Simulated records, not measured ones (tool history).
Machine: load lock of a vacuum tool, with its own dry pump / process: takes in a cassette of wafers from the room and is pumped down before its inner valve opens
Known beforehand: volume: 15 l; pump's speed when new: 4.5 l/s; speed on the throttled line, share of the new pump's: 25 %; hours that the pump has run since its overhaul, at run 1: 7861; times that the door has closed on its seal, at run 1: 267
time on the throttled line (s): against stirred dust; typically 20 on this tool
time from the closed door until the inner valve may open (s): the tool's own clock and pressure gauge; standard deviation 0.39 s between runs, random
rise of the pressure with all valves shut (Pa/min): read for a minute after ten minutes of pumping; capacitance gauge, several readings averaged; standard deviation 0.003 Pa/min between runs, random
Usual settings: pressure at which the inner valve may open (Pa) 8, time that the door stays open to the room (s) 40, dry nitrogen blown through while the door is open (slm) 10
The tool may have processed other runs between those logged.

run     hour  time on the throttled line (s)  pressure at which the inner valve may open (Pa)  time that the door stays open to the room (s)  dry nitrogen blown through while the door is open (slm)  hours that the pump has run since its overhaul  times that the door has closed on its seal  incoming humidity of the room's air, %  time from the closed door until the inner valve may open (s)  rise of the pressure with all valves shut (Pa/min)
  1      0.0                              20                                                8                                             40                                                       10                                            7861                                         267                                    48.2                                                          50.9                                               0.054
  2    507.4                              20                                                8                                             40                                                       10                                            8368                                        1240                                    43.4                                                          51.7                                               0.059
  3   1093.3                              20                                                8                                             40                                                       10                                            8954                                        2364                                    46.1                                                          52.1                                               0.060
  4   1400.5                              20                                                8                                             40                                                       10                                            9261                                        2953                                    45.3                                                          52.8                                               0.063
  5   1764.5                              20                                                8                                             37                                                       10                                            9625                                        3651                                    40.7                                                          52.5                                               0.063
  6   2140.1                              20                                                8                                             37                                                       10                                           10001                                        4372                                    44.8                                                          52.7                                               0.066
  7   2683.2                              20                                                8                                             40                                                       10                                           10544                                        5413                                    46.7                                                          52.9                                               0.066
  8   3140.7                              24                                                8                                             40                                                       10                                           11001                                        6291                                    43.8                                                          56.4                                               0.075
  9   3650.2                              24                                                8                                             40                                                       10                                           11511                                        7268                                    44.8                                                          57.2                                               0.085
 10   4349.3                              24                                                8                                             44                                                       10                                           12210                                        8609                                    44.5                                                          57.5                                               0.093
 11   4963.3                              20                                                8                                             40                                                       10                                           12824                                        9786                                    43.5                                                          55.3                                               0.093
      5094.8  -- dry pump taken out, an overhauled one fitted
 12   5474.4                              37                                                8                                             40                                                       10                                             380                                       10755                                    43.6                                                          60.4                                               0.100
 13   5885.8                              37                                                8                                             40                                                       10                                             791                                       11544                                    46.2                                                          59.6                                               0.111
 14   6332.6                              37                                                8                                             40                                                       10                                            1238                                       12401                                    43.0                                                          59.5                                               0.114
 15   6784.5                              20                                                8                                             40                                                       10                                            1690                                       13268                                    45.8                                                          47.7                                               0.123
 16   7495.3                              20                                                8                                             40                                                       33                                            2400                                       14631                                    46.2                                                          47.9                                               0.114
 17   8022.9                              20                                                8                                             40                                                       33                                            2928                                       15643                                    46.0                                                          48.7                                               0.127
 18   8645.9                              20                                                8                                             40                                                       33                                            3551                                       16838                                    44.6                                                          48.8                                               0.138
 19   9288.8                              20                                                8                                             40                                                       33                                            4194                                       18071                                    47.5                                                          49.1                                               0.147
 20   9946.4                              20                                                8                                             40                                                       33                                            4852                                       19332                                    47.4                                                          49.3                                               0.166
 21  10315.5                              33                                               15                                            121                                                        8                                            5221                                       20040                                    42.0                                                          56.8                                               0.214
 22  10999.2                              19                                               13                                             52                                                        8                                            5904                                       21351                                    46.0                                                          47.2                                               0.215
 23  11354.8                              36                                               13                                             52                                                        8                                            6260                                       22033                                    45.5                                                          60.0                                               0.222
 24  11890.9                              36                                                9                                             52                                                        8                                            6796                                       23061                                    44.9                                                          61.8                                               0.233
 25  12578.3                              36                                                9                                            112                                                        8                                            7483                                       24380                                    42.6                                                          62.7                                               0.255
 26  13299.8                              36                                                9                                             91                                                       12                                            8205                                       25763                                    43.6                                                          62.0                                               0.263
 27  13989.9                              36                                                7                                             91                                                        8                                            8895                                       27087                                    46.7                                                          64.0                                               0.299
 28  14658.3                              14                                                7                                            193                                                       24                                            9563                                       28369                                    40.8                                                          48.8                                               0.295

The next listed run, before its measurement:
 29  15264.5                              14                                               13                                            193                                                       25                                           10170                                       29532                                    45.6                                                             ?                                                   ?

For run 29 the tool returned time from the closed door until the inner valve may open (s) 47.3, rise of the pressure with all valves shut (Pa/min) 0.312.
On a tool with no hidden condition, and with the same random variation, this run would have come out at time from the closed door until the inner valve may open (s) 41.3, rise of the pressure with all valves shut (Pa/min) 0.043.

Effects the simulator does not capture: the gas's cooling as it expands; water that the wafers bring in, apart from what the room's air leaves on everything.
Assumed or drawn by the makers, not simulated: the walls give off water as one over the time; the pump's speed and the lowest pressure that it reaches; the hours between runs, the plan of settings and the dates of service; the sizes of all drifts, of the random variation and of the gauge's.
